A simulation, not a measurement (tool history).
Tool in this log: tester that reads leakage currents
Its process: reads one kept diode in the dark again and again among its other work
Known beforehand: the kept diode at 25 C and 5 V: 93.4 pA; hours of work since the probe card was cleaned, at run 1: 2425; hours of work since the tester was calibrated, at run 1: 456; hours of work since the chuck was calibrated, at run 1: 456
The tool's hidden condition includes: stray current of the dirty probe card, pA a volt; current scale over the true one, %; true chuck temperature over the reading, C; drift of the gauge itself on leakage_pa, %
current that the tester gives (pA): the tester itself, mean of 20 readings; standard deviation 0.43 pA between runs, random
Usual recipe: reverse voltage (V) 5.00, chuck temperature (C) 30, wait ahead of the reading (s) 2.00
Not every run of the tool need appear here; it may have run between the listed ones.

run    hour  reverse voltage (V)  chuck temperature (C)  wait ahead of the reading (s)  hours of work since the probe card was cleaned  hours of work since the tester was calibrated  hours of work since the chuck was calibrated  current that the tester gives (pA)
  1     0.0                 5.00                     30                           2.00                                            2425                                            456                                           456                              141.66
  2   215.0                 5.00                     30                           2.00                                            2592                                            623                                           623                              140.79
  3   399.4                 5.00                     34                           2.00                                            2736                                            766                                           766                              190.31
  4   569.4                 5.00                     34                           2.00                                            2868                                            898                                           898                              188.66
  5   790.0                 5.00                     30                           2.00                                            3039                                           1070                                          1070                              137.27
  6   920.7                 5.00                     30                           2.00                                            3141                                           1171                                          1171                              137.41
  7  1039.3                 5.00                     30                           2.00                                            3233                                           1263                                          1263                              136.81
  8  1215.6                 5.00                     30                           2.00                                            3370                                           1400                                          1400                              136.47
  9  1369.3                 5.00                     49                           2.00                                            3489                                           1520                                          1520                              559.96
     1505.5  -- probe card cleaned and baked
 10  1584.9                 2.15                     49                           2.00                                              62                                           1685                                          1685                              382.75
 11  1693.4                 2.15                     49                           2.00                                             146                                           1769                                          1769                              379.32
     1742.2  -- chuck's temperature calibrated
 12  1795.4                 2.15                     49                           2.00                                             224                                           1847                                            41                              418.13
 13  2013.6                 2.15                     49                           2.00                                             393                                           2016                                           211                              414.57
 14  2244.8                 2.15                     49                           2.00                                             573                                           2196                                           390                              410.70
 15  2444.6                 2.15                     49                           2.00                                             728                                           2351                                           546                              406.03
 16  2663.3                 2.15                     49                           2.00                                             898                                           2521                                           716                              403.65
 17  2779.6                 5.00                     30                           2.00                                             988                                           2612                                           806                              137.97
 18  2915.7                 5.00                     30                           2.00                                            1094                                           2717                                           912                              136.73
 19  3020.4                 5.00                     30                           2.00                                            1175                                           2799                                           993                              136.80
 20  3252.7                 5.00                     30                           2.00                                            1356                                           2979                                          1174                              134.55
 21  3494.1                18.38                     30                           2.00                                            1543                                           3167                                          1361                              240.46
 22  3648.4                 5.00                     53                           3.10                                            1663                                           3286                                          1481                              748.71
 23  3788.2                 5.00                     53                           3.10                                            1772                                           3395                                          1590                              735.02
 24  4004.8                 5.00                     53                           3.10                                            1940                                           3563                                          1758                              733.65
     4067.9  -- chuck's temperature calibrated
 25  4170.9                 4.21                     31                           0.48                                            2068                                           3691                                            80                              150.36
 26  4349.9                 1.21                     29                           0.93                                            2207                                           3830                                           219                               72.20
 27  4453.7                 1.21                     29                           0.93                                            2287                                           3911                                           300                               71.36
 28  4625.8                 1.21                     29                           0.93                                            2421                                           4044                                           433                               71.77
 29  4801.0                 5.02                     30                           0.48                                            2557                                           4180                                           570                              146.30
 30  5006.6                 6.52                     44                           1.17                                            2717                                           4340                                           729                              462.62
     5195.3  -- tester calibrated
 31  5249.5                 6.52                     44                           1.17                                            2904                                             42                                           916                              448.69
 32  5421.9                 1.54                     23                           1.73                                            3038                                            176                                          1050                               46.53
 33  5620.3                10.43                     45                           0.58                                            3192                                            330                                          1205                              592.40
 34  5813.6                19.82                     45                           3.64                                            3342                                            480                                          1355                              772.23
 35  6050.9                 2.40                     30                           2.31                                            3527                                            665                                          1539                               96.31
     6137.2  -- probe card cleaned and baked
 36  6193.6                 2.40                     30                           2.31                                              44                                            773                                          1648                               94.15
 37  6296.5                 1.97                     38                           2.31                                             124                                            853                                          1728                              162.04
     6401.4  -- chuck's temperature calibrated
 38  6523.1                 1.97                     38                           2.31                                             298                                           1028                                            94                              176.10
 39  6763.4                 1.97                     38                           2.31                                             485                                           1214                                           281                              174.58

Forecast each of these 4 alternatives for the next run:
  A  6900.6                 8.41                     30                           6.56                                             592                                           1321                                           388                                   ?
  B  6900.6                 5.00                     21                           2.00                                             592                                           1321                                           388                                   ?
  C  6900.6                11.38                     20                           0.55                                             592                                           1321                                           388                                   ?
  D  6900.6                 1.97                     36                           2.31                                             592                                           1321                                           388                                   ?

run  current that the tester gives (pA)
  A                              173.93
  B                               67.33
  C                               94.84
  D                              149.45
With the hidden condition removed and each run's random variation left untouched, the same runs would have given:
run  current that the tester gives (pA)
  A                              176.56
  B                               68.21
  C                               95.32
  D                              152.24
